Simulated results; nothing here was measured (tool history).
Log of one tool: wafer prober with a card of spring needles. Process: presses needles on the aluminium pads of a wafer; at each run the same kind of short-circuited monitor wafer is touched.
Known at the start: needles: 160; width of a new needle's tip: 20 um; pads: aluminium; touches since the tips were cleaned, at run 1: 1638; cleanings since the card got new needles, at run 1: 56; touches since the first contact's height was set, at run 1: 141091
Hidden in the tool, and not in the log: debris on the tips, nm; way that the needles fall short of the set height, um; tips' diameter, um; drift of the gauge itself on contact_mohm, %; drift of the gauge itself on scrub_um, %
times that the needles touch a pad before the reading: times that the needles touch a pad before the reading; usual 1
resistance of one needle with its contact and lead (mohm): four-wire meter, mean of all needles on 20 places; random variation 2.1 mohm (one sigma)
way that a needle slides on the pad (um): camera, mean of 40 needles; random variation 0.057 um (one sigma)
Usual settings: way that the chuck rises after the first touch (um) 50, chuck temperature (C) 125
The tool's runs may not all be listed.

run     day  way that the chuck rises after the first touch (um)  chuck temperature (C)  times that the needles touch a pad before the reading  touches since the tips were cleaned  cleanings since the card got new needles  touches since the first contact's height was set  resistance of one needle with its contact and lead (mohm)  way that a needle slides on the pad (um)
  1       0                                                   50                    125                                                      1                                 1638                                        56                                            141091                                                        236                                     10.02
      0.333  -- tips cleaned on abrasive film
      0.771  -- tips cleaned on abrasive film
  2   0.783                                                   50                    125                                                      1                                  221                                        58                                            152816                                                        233                                      9.96
      1.188  -- tips cleaned on abrasive film
  3   1.538                                                   50                    125                                                      1                                 5327                                        59                                            164147                                                        239                                      9.97
      1.617  -- tips cleaned on abrasive film
  4   1.983                                                   50                    125                                                      1                                 5511                                        60                                            170774                                                        237                                      9.92
      2.062  -- tips cleaned on abrasive film
      2.458  -- tips cleaned on abrasive film
      2.842  -- tips cleaned on abrasive film
  5   3.071                                                   50                    125                                                      1                                 3487                                        63                                            187040                                                        244                                     10.04
      3.225  -- tips cleaned on abrasive film
      3.675  -- tips cleaned on abrasive film
  6   3.771                                                   50                    125                                                      1                                 1460                                        65                                            197490                                                        239                                     10.06
      4.054  -- tips cleaned on abrasive film
      4.479  -- tips cleaned on abrasive film
  7   4.788                                                   50                    125                                                      1                                 4676                                        67                                            212704                                                        238                                     10.13
      4.888  -- tips cleaned on abrasive film
      5.283  -- tips cleaned on abrasive film
      5.692  -- tips cleaned on abrasive film
  8   5.746                                                   50                     94                                                      1                                  842                                        70                                            227000                                                        227                                     10.07
      6.004  -- height of the first contact set anew
      6.096  -- tips cleaned on abrasive film
  9   6.429                                                   50                     94                                                      1                                 4997                                        71                                              6337                                                        232                                      9.97
      6.512  -- tips cleaned on abrasive film
      6.933  -- tips cleaned on abrasive film
      7.354  -- tips cleaned on abrasive film
 10   7.358                                                   50                    125                                                      1                                   83                                        74                                             20179                                                        238                                        10
       7.75  -- tips cleaned on abrasive film
 11   7.904                                                   50                     37                                                      2                                 2332                                        75                                             28354                                                        217                                     10.07
      8.146  -- tips cleaned on abrasive film
       8.55  -- tips cleaned on abrasive film
 12   8.742                                                   55                     72                                                      2                                 2896                                        77                                             40910                                                        224                                     11.12
      8.954  -- tips cleaned on abrasive film
 13   9.267                                                   31                     36                                                      1                                 4771                                        78                                             48776                                                        227                                       6.3
      9.367  -- tips cleaned on abrasive film
      9.796  -- tips cleaned on abrasive film
 14    9.85                                                   31                     36                                                      1                                  801                                        80                                             57432                                                        222                                      6.25
     10.217  -- tips cleaned on abrasive film
     10.658  -- tips cleaned on abrasive film
 15  10.762                                                   63                    125                                                      2                                 1580                                        82                                             71072                                                        234                                     12.77
     11.079  -- tips cleaned on abrasive film
 16  11.233                                                   63                    125                                                      2                                 2374                                        83                                             78157                                                        234                                     12.91
     11.496  -- tips cleaned on abrasive film
     11.938  -- tips cleaned on abrasive film
 17  12.179                                                   47                     57                                                      1                                 3672                                        85                                             92288                                                        222                                      9.59
     12.317  -- tips cleaned on abrasive film
     12.729  -- tips cleaned on abrasive film
 18  13.033                                                   47                     57                                                      1                                 4572                                        87                                            105076                                                        226                                      9.55
     13.175  -- tips cleaned on abrasive film
     13.612  -- tips cleaned on abrasive film
 19  13.671                                                   30                    118                                                      2                                  908                                        89                                            114599                                                        247                                      6.13

4 ways to go on from here, each from the tool as it stands after run 19. What would each give?
     14.038  -- tips cleaned on abrasive film
     14.483  -- tips cleaned on abrasive film
  A  14.483                                                   33                    109                                                      1                                    0                                        91                                            126708                                                          ?                                         ?
     14.038  -- tips cleaned on abrasive film
     14.483  -- tips cleaned on abrasive film
  B  14.483                                                   50                     90                                                      2                                    0                                        91                                            126708                                                          ?                                         ?
     14.038  -- tips cleaned on abrasive film
     14.483  -- tips cleaned on abrasive film
  C  14.483                                                   50                     47                                                      1                                    0                                        91                                            126708                                                          ?                                         ?
     14.038  -- tips cleaned on abrasive film
     14.483  -- tips cleaned on abrasive film
  D  14.483                                                   31                     68                                                      2                                    0                                        91                                            126708                                                          ?                                         ?

run  resistance of one needle with its contact and lead (mohm)  way that a needle slides on the pad (um)
  A                                                        245                                      6.78
  B                                                        228                                     10.36
  C                                                        219                                     10.23
  D                                                        236                                      6.43
Without the tool's hidden state the same runs would have given:
run  resistance of one needle with its contact and lead (mohm)  way that a needle slides on the pad (um)
  A                                                        245                                      6.61
  B                                                        228                                      10.1
  C                                                        219                                      9.97
  D                                                        236                                      6.27

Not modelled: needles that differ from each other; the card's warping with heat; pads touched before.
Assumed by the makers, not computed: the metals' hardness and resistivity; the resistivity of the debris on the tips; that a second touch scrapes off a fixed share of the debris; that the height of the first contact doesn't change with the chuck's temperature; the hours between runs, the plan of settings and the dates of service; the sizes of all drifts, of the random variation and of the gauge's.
